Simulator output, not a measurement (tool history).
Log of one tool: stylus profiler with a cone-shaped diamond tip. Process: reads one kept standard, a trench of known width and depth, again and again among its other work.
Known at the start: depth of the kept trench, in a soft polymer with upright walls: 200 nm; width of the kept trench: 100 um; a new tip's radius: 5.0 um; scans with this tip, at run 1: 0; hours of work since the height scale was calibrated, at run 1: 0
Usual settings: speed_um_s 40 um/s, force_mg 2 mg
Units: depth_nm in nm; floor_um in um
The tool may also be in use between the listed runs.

| run | hour | speed_um_s | force_mg | scans with this tip | hours of work since the height scale was calibrated | depth_nm | floor_um |
|---|---|---|---|---|---|---|---|
| 1 | 0 | 40 | 2 | 0 | 0 | 202.53 | 96.89 |
| 2 | 103.3 | 40 | 2 | 681 | 49 | 202.52 | 96.82 |
| 3 | 247.3 | 40 | 2 | 1630 | 118 | 202.53 | 96.74 |
| 4 | 310.8 | 40 | 2 | 2048 | 149 | 202.44 | 96.62 |
| 5 | 381.4 | 40 | 2 | 2513 | 183 | 202.5 | 96.6 |
| 6 | 527.4 | 40 | 4.19 | 3475 | 252 | 204 | 96.59 |
| 7 | 637.2 | 40 | 2 | 4199 | 305 | 202.36 | 96.39 |
| 8 | 737.7 | 64 | 2 | 4862 | 353 | 202.4 | 96.2 |
| 9 | 885.6 | 40 | 2 | 5836 | 424 | 202.29 | 96.21 |
| 10 | 985 | 60 | 2 | 6491 | 472 | 202.39 | 96.1 |
| 11 | 1076.7 | 60 | 2 | 7096 | 515 | 202.3 | 96.05 |
| 12 | 1181.8 | 60 | 2 | 7788 | 566 | 202.3 | 95.96 |
| 13 | 1289.4 | 60 | 2 | 8497 | 617 | 202.26 | 95.87 |
| 14 | 1407.8 | 60 | 2 | 9277 | 674 | 202.18 | 95.78 |
| 15 | 1525.8 | 40 | 2 | 10055 | 730 | 202.2 | 95.83 |
| 16 | 1599.3 | 11 | 1.59 | 10539 | 766 | 201.8 | 95.92 |
|  | 1665.1 | new tip fitted, height scale calibrated |
| 17 | 1717.2 | 28 | 1.47 | 343 | 25 | 202.09 | 97.01 |
| 18 | 1803.4 | 28 | 1.47 | 911 | 66 | 202.01 | 96.94 |
| 19 | 1943.7 | 19 | 4.53 | 1836 | 133 | 204.23 | 96.93 |
| 20 | 2041.5 | 53 | 2.05 | 2480 | 180 | 202.41 | 96.7 |
| 21 | 2115.7 | 13 | 2.84 | 2969 | 216 | 202.97 | 96.85 |
| 22 | 2189.5 | 142 | 3.77 | 3456 | 251 | 203.63 | 96.25 |
| 23 | 2300.5 | 142 | 3.77 | 4187 | 304 | 203.65 | 96.12 |
| 24 | 2412.7 | 104 | 3.82 | 4927 | 358 | 203.66 | 96.23 |
| 25 | 2549.4 | 48 | 2 | 5827 | 423 | 202.28 | 96.27 |
| 26 | 2646 | 40 | 3.25 | 6464 | 470 | 203.24 | 96.28 |
| 27 | 2780.5 | 21 | 2.73 | 7351 | 534 | 202.8 | 96.28 |
| 28 | 2868.5 | 21 | 2.73 | 7930 | 576 | 202.72 | 96.24 |
| 29 | 2954.3 | 21 | 2.73 | 8496 | 617 | 202.7 | 96.18 |
| 30 | 3027.1 | 139 | 0.91 | 8975 | 652 | 201.21 | 95.07 |

Measured less the same run without the tool's hidden state. The same run-to-run variation is in both; the gauge's scatter may not be:
The hidden state here: radius of the tip, um; height scale over the true one, %; drift of the gauge itself on depth_nm, %; drift of the gauge itself on floor_um, %.
| run | depth_nm | floor_um |
|---|---|---|
| 1 | +0.04 | -0.06 |
| 2 | +0 | -0.14 |
| 3 | -0.03 | -0.26 |
| 4 | -0.05 | -0.31 |
| 5 | -0.06 | -0.36 |
| 6 | -0.09 | -0.47 |
| 7 | -0.12 | -0.55 |
| 8 | -0.14 | -0.62 |
| 9 | -0.17 | -0.73 |
| 10 | -0.2 | -0.8 |
| 11 | -0.22 | -0.86 |
| 12 | -0.24 | -0.93 |
| 13 | -0.28 | -1 |
| 14 | -0.3 | -1.07 |
| 15 | -0.33 | -1.14 |
| 16 | -0.35 | -1.19 |
| 17 | -0.04 | -0.01 |
| 18 | -0.07 | -0.07 |
| 19 | -0.11 | -0.19 |
| 20 | -0.13 | -0.27 |
| 21 | -0.14 | -0.32 |
| 22 | -0.16 | -0.39 |
| 23 | -0.19 | -0.47 |
| 24 | -0.22 | -0.56 |
| 25 | -0.24 | -0.66 |
| 26 | -0.28 | -0.73 |
| 27 | -0.3 | -0.81 |
| 28 | -0.33 | -0.86 |
| 29 | -0.35 | -0.92 |
| 30 | -0.36 | -0.97 |
